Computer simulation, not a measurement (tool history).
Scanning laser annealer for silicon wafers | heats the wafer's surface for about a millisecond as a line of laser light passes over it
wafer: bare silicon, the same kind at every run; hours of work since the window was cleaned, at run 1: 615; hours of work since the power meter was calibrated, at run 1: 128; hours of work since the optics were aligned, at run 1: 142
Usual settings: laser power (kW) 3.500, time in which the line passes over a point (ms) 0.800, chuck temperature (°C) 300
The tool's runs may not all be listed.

| run | hour | laser power (kW) | time in which the line passes over a point (ms) | chuck temperature (°C) | hours of work since the window was cleaned | hours of work since the power meter was calibrated | hours of work since the optics were aligned | highest temperature of the surface (°C) |
|---|---|---|---|---|---|---|---|---|
| 1 | 0.0 | 3.500 | 0.800 | 300 | 615 | 128 | 142 | 1100 |
| 2 | 9.9 | 3.500 | 0.800 | 300 | 622 | 136 | 149 | 1100 |
| 3 | 17.2 | 3.500 | 0.874 | 300 | 628 | 142 | 155 | 1130 |
| 4 | 28.2 | 3.500 | 0.561 | 300 | 636 | 150 | 163 | 989 |
| 5 | 37.6 | 3.500 | 0.800 | 336 | 643 | 157 | 171 | 1133 |
| 6 | 50.1 | 3.500 | 0.800 | 336 | 653 | 167 | 180 | 1135 |
| 7 | 57.4 | 3.500 | 0.800 | 300 | 659 | 172 | 186 | 1098 |
| 8 | 67.7 | 3.500 | 0.800 | 300 | 666 | 180 | 194 | 1100 |
| 9 | 73.8 | 3.500 | 0.800 | 300 | 671 | 185 | 198 | 1100 |
| 10 | 79.9 | 3.500 | 0.800 | 300 | 676 | 190 | 203 | 1099 |
| 11 | 87.8 | 3.500 | 0.800 | 300 | 682 | 196 | 209 | 1099 |
| 12 | 94.4 | 3.500 | 0.800 | 300 | 687 | 201 | 214 | 1099 |
| 13 | 107.1 | 3.500 | 0.800 | 300 | 697 | 210 | 224 | 1096 |
| 14 | 114.7 | 3.500 | 0.800 | 300 | 702 | 216 | 230 | 1098 |
| 15 | 122.3 | 3.286 | 0.800 | 300 | 708 | 222 | 235 | 1045 |
| 16 | 130.5 | 3.758 | 0.893 | 262 | 714 | 228 | 242 | 1159 |
| 17 | 139.8 | 3.758 | 0.893 | 262 | 722 | 235 | 249 | 1158 |
| 18 | 152.3 | 3.638 | 0.741 | 277 | 731 | 245 | 258 | 1077 |
| 19 | 163.7 | 3.089 | 0.716 | 302 | 740 | 254 | 267 | 969 |
| 20 | 173.8 | 3.704 | 0.800 | 299 | 748 | 261 | 275 | 1141 |
| 21 | 183.1 | 3.704 | 0.800 | 299 | 755 | 268 | 282 | 1142 |
| 22 | 192.3 | 3.095 | 0.878 | 280 | 762 | 275 | 289 | 1010 |
| 23 | 201.4 | 3.430 | 0.565 | 261 | 769 | 282 | 296 | 932 |
| 24 | 210.5 | 3.112 | 0.724 | 336 | 776 | 289 | 303 | 1013 |
| 25 | 217.5 | 3.683 | 0.724 | 309 | 781 | 295 | 308 | 1108 |
| 26 | 228.6 | 3.826 | 0.959 | 323 | 789 | 303 | 317 | 1261 |
| 27 | 238.4 | 3.232 | 0.966 | 300 | 797 | 311 | 324 | 1096 |

Forecast each of these 4 alternatives for the next run:
| A | 250.5 | 3.746 | 0.966 | 300 | 806 | 320 | 333 | ? |
| B | 250.5 | 3.309 | 0.855 | 261 | 806 | 320 | 333 | ? |
| C | 250.5 | 3.232 | 0.966 | 264 | 806 | 320 | 333 | ? |
| D | 250.5 | 3.232 | 0.626 | 300 | 806 | 320 | 333 | ? |

| run | highest temperature of the surface (°C) |
|---|---|
| A | 1220 |
| B | 1032 |
| C | 1054 |
| D | 957 |
Without the tool's hidden state the same runs would have given:
| run | highest temperature of the surface (°C) |
|---|---|
| A | 1258 |
| B | 1064 |
| C | 1086 |
| D | 984 |

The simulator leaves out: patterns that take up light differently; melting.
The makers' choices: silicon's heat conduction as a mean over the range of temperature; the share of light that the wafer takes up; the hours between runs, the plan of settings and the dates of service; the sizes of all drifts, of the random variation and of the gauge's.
